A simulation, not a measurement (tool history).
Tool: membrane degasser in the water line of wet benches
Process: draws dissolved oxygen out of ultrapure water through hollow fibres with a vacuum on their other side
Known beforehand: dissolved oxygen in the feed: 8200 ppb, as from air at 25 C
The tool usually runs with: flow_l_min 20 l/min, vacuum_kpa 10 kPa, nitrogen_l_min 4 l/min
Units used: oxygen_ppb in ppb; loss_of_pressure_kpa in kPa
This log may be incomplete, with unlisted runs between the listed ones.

{"run": 1, "hour": 0.0, "flow_l_min": 20, "vacuum_kpa": 10, "nitrogen_l_min": 4, "oxygen_ppb": 175, "loss_of_pressure_kpa": 51.76}
{"run": 2, "hour": 114.0, "flow_l_min": 20, "vacuum_kpa": 10, "nitrogen_l_min": 4, "oxygen_ppb": 174.1, "loss_of_pressure_kpa": 51.85}
{"run": 3, "hour": 236.9, "flow_l_min": 20, "vacuum_kpa": 9.4, "nitrogen_l_min": 4, "oxygen_ppb": 167.7, "loss_of_pressure_kpa": 51.91}
{"run": 4, "hour": 292.2, "flow_l_min": 20, "vacuum_kpa": 9.4, "nitrogen_l_min": 4, "oxygen_ppb": 169.5, "loss_of_pressure_kpa": 51.87}
{"run": 5, "hour": 383.9, "flow_l_min": 20, "vacuum_kpa": 9.4, "nitrogen_l_min": 4, "oxygen_ppb": 169.1, "loss_of_pressure_kpa": 51.79}
{"run": 6, "hour": 485.0, "flow_l_min": 20, "vacuum_kpa": 9.4, "nitrogen_l_min": 4, "oxygen_ppb": 168.9, "loss_of_pressure_kpa": 51.77}
{"run": 7, "hour": 537.1, "flow_l_min": 20, "vacuum_kpa": 9.4, "nitrogen_l_min": 4, "oxygen_ppb": 170, "loss_of_pressure_kpa": 52.01}
{"run": 8, "hour": 617.9, "flow_l_min": 12, "vacuum_kpa": 10, "nitrogen_l_min": 4, "oxygen_ppb": 88.3, "loss_of_pressure_kpa": 31.3}
{"run": 9, "hour": 713.3, "flow_l_min": 20, "vacuum_kpa": 10, "nitrogen_l_min": 7.21, "oxygen_ppb": 142.2, "loss_of_pressure_kpa": 52.04}
{"run": 10, "hour": 803.8, "flow_l_min": 20, "vacuum_kpa": 10, "nitrogen_l_min": 7.21, "oxygen_ppb": 140.7, "loss_of_pressure_kpa": 52.29}
{"run": 11, "hour": 925.2, "flow_l_min": 20, "vacuum_kpa": 10, "nitrogen_l_min": 4, "oxygen_ppb": 178.1, "loss_of_pressure_kpa": 52.27}
{"run": 12, "hour": 1010.6, "flow_l_min": 20, "vacuum_kpa": 10, "nitrogen_l_min": 4, "oxygen_ppb": 177.2, "loss_of_pressure_kpa": 52.27}
{"run": 13, "hour": 1129.1, "flow_l_min": 20, "vacuum_kpa": 10, "nitrogen_l_min": 4, "oxygen_ppb": 175.2, "loss_of_pressure_kpa": 52.41}
{"run": 14, "hour": 1200.4, "flow_l_min": 20, "vacuum_kpa": 10, "nitrogen_l_min": 5.48, "oxygen_ppb": 157.8, "loss_of_pressure_kpa": 51.95}
{"run": 15, "hour": 1270.0, "flow_l_min": 20, "vacuum_kpa": 10, "nitrogen_l_min": 4, "oxygen_ppb": 176.5, "loss_of_pressure_kpa": 52.34}
{"run": 16, "hour": 1372.7, "flow_l_min": 20, "vacuum_kpa": 10, "nitrogen_l_min": 4, "oxygen_ppb": 182.8, "loss_of_pressure_kpa": 52.51}
{"run": 17, "hour": 1465.4, "flow_l_min": 18, "vacuum_kpa": 10, "nitrogen_l_min": 2.47, "oxygen_ppb": 201.2, "loss_of_pressure_kpa": 47.29}
{"run": 18, "hour": 1574.8, "flow_l_min": 18, "vacuum_kpa": 10, "nitrogen_l_min": 2.47, "oxygen_ppb": 202.3, "loss_of_pressure_kpa": 46.95}
{"run": 19, "hour": 1636.6, "flow_l_min": 18, "vacuum_kpa": 10, "nitrogen_l_min": 3.79, "oxygen_ppb": 162.8, "loss_of_pressure_kpa": 47.24}
{"run": 20, "hour": 1708.1, "flow_l_min": 29, "vacuum_kpa": 17.8, "nitrogen_l_min": 2.66, "oxygen_ppb": 529.7, "loss_of_pressure_kpa": 76.03}
{"run": 21, "hour": 1828.0, "flow_l_min": 17, "vacuum_kpa": 20.7, "nitrogen_l_min": 4, "oxygen_ppb": 258.2, "loss_of_pressure_kpa": 44.63}
{"run": 22, "hour": 1942.9, "flow_l_min": 20, "vacuum_kpa": 16.3, "nitrogen_l_min": 10.39, "oxygen_ppb": 160.8, "loss_of_pressure_kpa": 52.51}
{"run": 23, "hour": 2028.1, "flow_l_min": 20, "vacuum_kpa": 16.3, "nitrogen_l_min": 10.39, "oxygen_ppb": 160.1, "loss_of_pressure_kpa": 52.32}
{"hour": 2123.3, "done": "seals of the vacuum lines changed"}
{"run": 24, "hour": 2127.0, "flow_l_min": 21, "vacuum_kpa": 18.7, "nitrogen_l_min": 2.18, "oxygen_ppb": 446.7, "loss_of_pressure_kpa": 54.83}
{"run": 25, "hour": 2200.2, "flow_l_min": 19, "vacuum_kpa": 10, "nitrogen_l_min": 4, "oxygen_ppb": 167.2, "loss_of_pressure_kpa": 49.65}
{"run": 26, "hour": 2308.3, "flow_l_min": 20, "vacuum_kpa": 11.1, "nitrogen_l_min": 4, "oxygen_ppb": 192.4, "loss_of_pressure_kpa": 52.25}
{"run": 27, "hour": 2398.5, "flow_l_min": 21, "vacuum_kpa": 11.7, "nitrogen_l_min": 4, "oxygen_ppb": 211.8, "loss_of_pressure_kpa": 55.07}
{"run": 28, "hour": 2495.0, "flow_l_min": 30, "vacuum_kpa": 12.4, "nitrogen_l_min": 4, "oxygen_ppb": 341.8, "loss_of_pressure_kpa": 79.01}
{"run": 29, "hour": 2572.6, "flow_l_min": 30, "vacuum_kpa": 12.4, "nitrogen_l_min": 4, "oxygen_ppb": 341.7, "loss_of_pressure_kpa": 78.17}
{"run": 30, "hour": 2663.1, "flow_l_min": 13, "vacuum_kpa": 9.8, "nitrogen_l_min": 3.9, "oxygen_ppb": 95.2, "loss_of_pressure_kpa": 33.75}
{"run": 31, "hour": 2763.8, "flow_l_min": 14, "vacuum_kpa": 6.9, "nitrogen_l_min": 3.03, "oxygen_ppb": 94.1, "loss_of_pressure_kpa": 36.95}

Table of differences, measured result less the result of that run with no hidden state. Run-to-run variation is the same in both. Gauge scatter possibly is not:
Hidden state at play: membrane still open, %; true pressure behind the membrane over the reading, kPa; air that leaks in behind the membrane, l/min; drift of the gauge itself on oxygen_ppb, %; drift of the gauge itself on loss_of_pressure_kpa, %.
run=1 oxygen_ppb=+3.5 loss_of_pressure_kpa=+0.11
run=2 oxygen_ppb=+3.8 loss_of_pressure_kpa=+0.14
run=3 oxygen_ppb=+3.9 loss_of_pressure_kpa=+0.17
run=4 oxygen_ppb=+4.1 loss_of_pressure_kpa=+0.18
run=5 oxygen_ppb=+4.4 loss_of_pressure_kpa=+0.2
run=6 oxygen_ppb=+4.7 loss_of_pressure_kpa=+0.23
run=7 oxygen_ppb=+4.8 loss_of_pressure_kpa=+0.24
run=8 oxygen_ppb=+4.4 loss_of_pressure_kpa=+0.15
run=9 oxygen_ppb=+4.3 loss_of_pressure_kpa=+0.29
run=10 oxygen_ppb=+4.4 loss_of_pressure_kpa=+0.31
run=11 oxygen_ppb=+6.1 loss_of_pressure_kpa=+0.34
run=12 oxygen_ppb=+6.3 loss_of_pressure_kpa=+0.35
run=13 oxygen_ppb=+6.5 loss_of_pressure_kpa=+0.39
run=14 oxygen_ppb=+6.1 loss_of_pressure_kpa=+0.4
run=15 oxygen_ppb=+7 loss_of_pressure_kpa=+0.42
run=16 oxygen_ppb=+7.5 loss_of_pressure_kpa=+0.45
run=17 oxygen_ppb=+9 loss_of_pressure_kpa=+0.43
run=18 oxygen_ppb=+9.3 loss_of_pressure_kpa=+0.45
run=19 oxygen_ppb=+7.8 loss_of_pressure_kpa=+0.47
run=20 oxygen_ppb=+16 loss_of_pressure_kpa=+0.78
run=21 oxygen_ppb=+12.8 loss_of_pressure_kpa=+0.48
run=22 oxygen_ppb=+7.9 loss_of_pressure_kpa=+0.6
run=23 oxygen_ppb=+8 loss_of_pressure_kpa=+0.62
run=24 oxygen_ppb=+7.2 loss_of_pressure_kpa=+0.67
run=25 oxygen_ppb=+6.1 loss_of_pressure_kpa=+0.63
run=26 oxygen_ppb=+6.8 loss_of_pressure_kpa=+0.69
run=27 oxygen_ppb=+7.4 loss_of_pressure_kpa=+0.75
run=28 oxygen_ppb=+11.4 loss_of_pressure_kpa=+1.11
run=29 oxygen_ppb=+11.7 loss_of_pressure_kpa=+1.13
run=30 oxygen_ppb=+4.3 loss_of_pressure_kpa=+0.51
run=31 oxygen_ppb=+5.4 loss_of_pressure_kpa=+0.56
